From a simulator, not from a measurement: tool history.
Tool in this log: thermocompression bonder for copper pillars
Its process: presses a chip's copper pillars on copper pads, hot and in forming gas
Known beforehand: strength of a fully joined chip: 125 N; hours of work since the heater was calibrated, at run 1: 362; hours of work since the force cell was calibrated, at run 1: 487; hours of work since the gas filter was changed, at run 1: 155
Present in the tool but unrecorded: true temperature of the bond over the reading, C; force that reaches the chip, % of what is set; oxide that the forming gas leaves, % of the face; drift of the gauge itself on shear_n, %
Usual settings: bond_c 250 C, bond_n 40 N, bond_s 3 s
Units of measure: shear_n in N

run	hour	bond_c	bond_n	bond_s	hours of work since the heater was calibrated	hours of work since the force cell was calibrated	hours of work since the gas filter was changed	shear_n
1	0.0	250	40	3	362	487	155	62.8
# hour 15.8: forming gas filter changed
2	38.4	250	40	3	392	516	18	66.1
3	62.6	255	40	3	411	535	37	72.5
4	83.0	255	40	3	427	551	53	69.0
5	118.4	250	40	2	454	579	81	55.3
6	134.3	250	40	2	467	592	93	57.0
7	160.5	250	40	3	487	612	114	63.1
8	190.4	250	40	3	511	636	137	61.6
9	221.4	250	40	3	535	660	161	62.4
# hour 228.5: forming gas filter changed
10	245.5	241	40	3	554	679	13	54.5
11	263.9	250	40	3	568	693	28	62.8
12	297.7	250	40	3	595	720	54	63.8
13	322.6	250	55	3	614	739	74	80.5
14	348.5	250	55	3	635	759	94	80.0
15	365.9	250	55	3	648	773	108	80.4
16	396.5	250	40	3	672	797	132	62.4
17	426.7	250	40	3	696	821	156	60.5
# hour 443.9: forming gas filter changed
18	447.3	250	40	3	712	837	3	62.2
19	476.1	250	40	3	734	859	25	61.5
20	507.5	250	40	3	759	884	50	61.4
21	542.9	243	38	8	787	912	78	72.7
22	560.0	277	40	3	800	925	91	88.1
23	576.6	236	42	2	813	938	104	41.7
24	611.9	242	42	7	841	966	132	72.1
25	635.6	242	42	2	860	984	150	46.6
# hour 657.0: forming gas filter changed
26	663.4	228	27	2	881	1006	5	22.8
27	682.9	256	40	5	896	1021	20	77.6
28	707.6	241	26	5	916	1041	40	40.8
29	731.4	241	26	5	934	1059	58	38.4
30	764.2	266	57	3	960	1085	84	95.2
31	791.8	226	42	9	982	1107	106	60.5
32	829.4	269	42	7	1011	1136	135	97.6
33	857.6	250	32	5	1033	1158	157	56.6
# hour 871.0: forming gas filter changed
34	897.3	265	40	3	1064	1189	21	73.6
35	932.6	223	26	2	1092	1217	48	17.2
# hour 949.8: heater calibrated with a thermocouple chip
36	966.9	223	34	3	13	1242	74	33.3
37	985.1	230	28	2	28	1256	88	26.4
38	1022.5	231	27	5	57	1286	117	38.0
39	1039.6	257	27	3	70	1299	131	52.8

Predict each of these 5 candidate next runs independently; none follows another, all start after run 39:
A	1075.2	250	40	2	98	1327	159	?
B	1075.2	229	53	6	98	1327	159	?
C	1075.2	266	28	3	98	1327	159	?
D	1075.2	257	27	4	98	1327	159	?
E	1075.2	225	50	3	98	1327	159	?

run	shear_n
A	56.6
B	72.6
C	60.7
D	56.4
E	51.4
With the hidden condition removed and each run's random variation left untouched, the same runs would have given:
run	shear_n
A	60.4
B	77.0
C	64.8
D	60.3
E	54.9
